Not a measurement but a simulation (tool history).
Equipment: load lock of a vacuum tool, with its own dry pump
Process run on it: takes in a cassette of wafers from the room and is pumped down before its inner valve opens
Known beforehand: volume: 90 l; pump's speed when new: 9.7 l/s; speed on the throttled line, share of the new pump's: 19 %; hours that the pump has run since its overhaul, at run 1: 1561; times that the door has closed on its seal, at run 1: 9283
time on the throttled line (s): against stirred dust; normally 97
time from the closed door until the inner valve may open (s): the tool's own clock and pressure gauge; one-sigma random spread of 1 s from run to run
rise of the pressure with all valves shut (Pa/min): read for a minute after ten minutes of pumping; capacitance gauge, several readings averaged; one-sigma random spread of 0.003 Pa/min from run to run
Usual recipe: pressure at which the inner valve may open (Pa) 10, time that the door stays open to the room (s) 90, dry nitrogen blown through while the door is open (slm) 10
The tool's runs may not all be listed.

run	day	time on the throttled line (s)	pressure at which the inner valve may open (Pa)	time that the door stays open to the room (s)	dry nitrogen blown through while the door is open (slm)	hours that the pump has run since its overhaul	times that the door has closed on its seal	incoming humidity of the room's air, %	time from the closed door until the inner valve may open (s)	rise of the pressure with all valves shut (Pa/min)
1	0.000	97	10	90	10	1561	9283	43.8	168.2	0.093
2	6.050	97	10	90	10	1707	9800	44.2	163.8	0.099
3	14.121	97	10	115	10	1900	10491	46.0	166.2	0.119
4	20.221	97	10	115	10	2047	11012	44.2	166.2	0.116
5	25.846	97	10	84	10	2182	11493	45.8	165.1	0.109
6	30.504	97	8	90	10	2294	11892	41.8	168.6	0.108
7	34.858	97	8	90	10	2398	12264	48.3	169.8	0.124
8	41.142	97	8	90	10	2549	12801	41.6	167.8	0.119
9	49.212	97	8	90	10	2742	13492	45.6	170.3	0.128
10	55.925	97	7	90	10	2904	14066	47.0	171.3	0.135
11	62.833	185	7	32	12	3069	14657	44.6	239.1	0.115
12	69.658	185	7	32	12	3233	15241	46.9	240.2	0.126
13	75.292	97	10	48	10	3368	15722	41.3	167.6	0.130
14	81.025	88	10	48	10	3506	16213	49.3	162.5	0.145

Forecast run 15:
15	84.904	95	10	27	10	3599	16544	48.5	?	?

time from the closed door until the inner valve may open (s): 166.5
rise of the pressure with all valves shut (Pa/min): 0.137
Had the tool carried no hidden state, the very same run would have given time from the closed door until the inner valve may open (s) 163.7, rise of the pressure with all valves shut (Pa/min) 0.025.

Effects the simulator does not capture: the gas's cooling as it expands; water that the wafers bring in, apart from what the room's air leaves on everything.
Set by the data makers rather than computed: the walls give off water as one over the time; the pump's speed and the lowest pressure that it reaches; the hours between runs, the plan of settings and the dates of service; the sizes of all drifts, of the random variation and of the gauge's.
